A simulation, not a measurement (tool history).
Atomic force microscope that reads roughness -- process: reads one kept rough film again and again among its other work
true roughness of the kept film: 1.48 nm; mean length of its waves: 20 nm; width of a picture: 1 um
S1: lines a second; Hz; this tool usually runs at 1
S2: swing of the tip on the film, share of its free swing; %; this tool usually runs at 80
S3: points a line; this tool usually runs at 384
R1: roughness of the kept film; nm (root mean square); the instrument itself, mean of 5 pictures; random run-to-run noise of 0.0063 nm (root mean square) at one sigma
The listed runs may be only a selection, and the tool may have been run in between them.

| run | hour | S1 | S2 | S3 | R1 |
|---|---|---|---|---|---|
| 1 | 0 | 1 | 80 | 384 | 0.996 |
| 2 | 16.1 | 1 | 80 | 384 | 0.971 |
| 3 | 29.7 | 1 | 80 | 384 | 0.941 |
| 4 | 41.5 | 1 | 80 | 384 | 0.916 |
| 5 | 59.1 | 1 | 80 | 384 | 1.193 |
| 6 | 74 | 1 | 80 | 384 | 1.143 |
| 7 | 81.7 | 1 | 80 | 384 | 1.125 |
| 8 | 90 | 1 | 80 | 384 | 1.095 |
| 9 | 104.7 | 1 | 80 | 384 | 1.062 |
| 10 | 117.6 | 1 | 73 | 779 | 1.047 |
| 11 | 134.3 | 1 | 65 | 384 | 1.005 |
| 12 | 143.9 | 1 | 65 | 384 | 0.972 |
| 13 | 160.8 | 2.18 | 65 | 541 | 0.942 |
| 14 | 177.4 | 2.18 | 65 | 541 | 0.89 |
| 15 | 192.7 | 1 | 57 | 384 | 1.227 |
| 16 | 199.8 | 1 | 88 | 326 | 1.139 |
| 17 | 210.5 | 1 | 88 | 326 | 1.098 |
| 18 | 217.6 | 1 | 60 | 325 | 1.134 |

Missing from the log above: 2 entries noted between runs. For each, name the pair of listed runs it sits between and say how the tool's hidden condition differs from the listed run just before to the listed run just after:
In the gap between runs 4 and 5: new tip fitted (hour 53)
  radius of the tip, nm: 36.2 -> 11.8; height scale over the true one, %: -0.38 -> -0.39
  measured minus no-state result, R1: -0.308 -> -0.031 nm (root mean square)
In the gap between runs 14 and 15: new tip fitted (hour 186.2)
  radius of the tip, nm: 38 -> 11.8; height scale over the true one, %: -0.45 -> -0.46
  measured minus no-state result, R1: -0.326 -> -0.034 nm (root mean square)

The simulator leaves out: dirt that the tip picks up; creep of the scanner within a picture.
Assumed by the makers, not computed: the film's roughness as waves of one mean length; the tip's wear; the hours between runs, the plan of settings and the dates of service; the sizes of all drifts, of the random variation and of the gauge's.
